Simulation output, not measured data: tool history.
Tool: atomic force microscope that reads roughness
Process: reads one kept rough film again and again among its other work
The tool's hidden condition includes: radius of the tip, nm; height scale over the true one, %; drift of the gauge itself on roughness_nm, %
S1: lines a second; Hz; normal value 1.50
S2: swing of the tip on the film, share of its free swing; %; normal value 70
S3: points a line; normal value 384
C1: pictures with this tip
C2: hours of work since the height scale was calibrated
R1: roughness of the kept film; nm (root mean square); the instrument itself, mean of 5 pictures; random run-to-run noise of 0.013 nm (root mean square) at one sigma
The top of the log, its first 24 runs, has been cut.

run	hour	S1	S2	S3	C1	C2	R1
25	985.5	3.26	70	384	165	289	2.619
26	1020.2	3.26	80	256	242	315	2.356
27	1076.2	2.33	89	613	367	357	2.204
# hour 1082.0: new tip fitted
28	1118.3	1.50	84	384	81	388	2.803
29	1147.4	3.10	70	384	146	410	2.651
30	1183.1	2.01	70	531	225	436	2.558
31	1224.4	1.09	89	419	318	467	2.339
# hour 1250.2: new tip fitted
32	1269.3	1.18	76	692	43	500	2.982
33	1325.3	2.28	58	326	168	542	2.646
34	1381.3	2.26	89	326	293	584	2.247
35	1412.7	1.50	70	770	363	607	2.327
# hour 1417.1: new tip fitted
36	1448.8	0.59	64	351	70	634	2.952
37	1498.3	1.40	59	351	181	671	2.686
38	1550.9	0.78	70	869	298	710	2.506
# hour 1587.3: new tip fitted
39	1589.0	0.78	70	869	4	738	3.090
40	1625.1	1.06	84	384	85	765	2.792
41	1669.7	1.06	84	384	184	798	2.598
42	1716.3	1.06	56	307	288	833	2.428
# hour 1755.5: new tip fitted
43	1757.1	1.50	90	384	3	863	2.966
44	1800.1	0.66	90	446	99	895	2.825
45	1832.2	2.29	70	384	171	919	2.632

4 ways to go on from here, each from the tool as it stands after run 45. What would each give?
A	1883.6	2.06	70	896	286	957	?
B	1883.6	0.66	80	326	286	957	?
C	1883.6	2.29	78	384	286	957	?
D	1883.6	2.29	70	801	286	957	?

run	R1
A	2.460
B	2.436
C	2.356
D	2.458
Had the tool no hidden state, the same runs would have come out as:
run	R1
A	3.155
B	3.123
C	3.023
D	3.151
